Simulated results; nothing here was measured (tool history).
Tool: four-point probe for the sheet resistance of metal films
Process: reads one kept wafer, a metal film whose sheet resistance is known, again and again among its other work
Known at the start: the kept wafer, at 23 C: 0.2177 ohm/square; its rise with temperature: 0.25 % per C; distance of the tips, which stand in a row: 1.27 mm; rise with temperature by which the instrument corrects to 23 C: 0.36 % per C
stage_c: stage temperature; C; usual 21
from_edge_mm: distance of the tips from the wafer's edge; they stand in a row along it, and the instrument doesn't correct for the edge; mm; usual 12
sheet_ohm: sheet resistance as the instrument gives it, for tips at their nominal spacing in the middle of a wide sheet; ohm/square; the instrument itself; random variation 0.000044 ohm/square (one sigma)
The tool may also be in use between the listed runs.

{"run": 1, "hour": 0.0, "stage_c": 21, "from_edge_mm": 12, "sheet_ohm": 0.219629}
{"run": 2, "hour": 16.4, "stage_c": 21, "from_edge_mm": 12, "sheet_ohm": 0.219731}
{"run": 3, "hour": 28.1, "stage_c": 21, "from_edge_mm": 12, "sheet_ohm": 0.219732}
{"run": 4, "hour": 56.3, "stage_c": 21, "from_edge_mm": 12, "sheet_ohm": 0.21976}
{"run": 5, "hour": 79.2, "stage_c": 21, "from_edge_mm": 12, "sheet_ohm": 0.219867}
{"run": 6, "hour": 91.9, "stage_c": 21, "from_edge_mm": 12, "sheet_ohm": 0.219772}
{"run": 7, "hour": 118.3, "stage_c": 21, "from_edge_mm": 12, "sheet_ohm": 0.219743}
{"run": 8, "hour": 138.6, "stage_c": 25, "from_edge_mm": 48, "sheet_ohm": 0.217608}
{"run": 9, "hour": 153.9, "stage_c": 19, "from_edge_mm": 13, "sheet_ohm": 0.220241}
{"run": 10, "hour": 165.6, "stage_c": 19, "from_edge_mm": 13, "sheet_ohm": 0.220182}
{"run": 11, "hour": 178.2, "stage_c": 24, "from_edge_mm": 17, "sheet_ohm": 0.218441}
{"run": 12, "hour": 193.0, "stage_c": 21, "from_edge_mm": 5, "sheet_ohm": 0.225857}
{"run": 13, "hour": 214.2, "stage_c": 21, "from_edge_mm": 5, "sheet_ohm": 0.225838}

Forecast each of these 4 alternatives for the next run:
{"run": "A", "hour": 228.4, "stage_c": 24, "from_edge_mm": 56, "sheet_ohm": "?"}
{"run": "B", "hour": 228.4, "stage_c": 20, "from_edge_mm": 3, "sheet_ohm": "?"}
{"run": "C", "hour": 228.4, "stage_c": 21, "from_edge_mm": 25, "sheet_ohm": "?"}
{"run": "D", "hour": 228.4, "stage_c": 25, "from_edge_mm": 5, "sheet_ohm": "?"}

run=A sheet_ohm=0.217975
run=B sheet_ohm=0.237926
run=C sheet_ohm=0.218783
run=D sheet_ohm=0.224927
Without the tool's hidden state the same runs would have given:
run=A sheet_ohm=0.21759
run=B sheet_ohm=0.237512
run=C sheet_ohm=0.218397
run=D sheet_ohm=0.22453
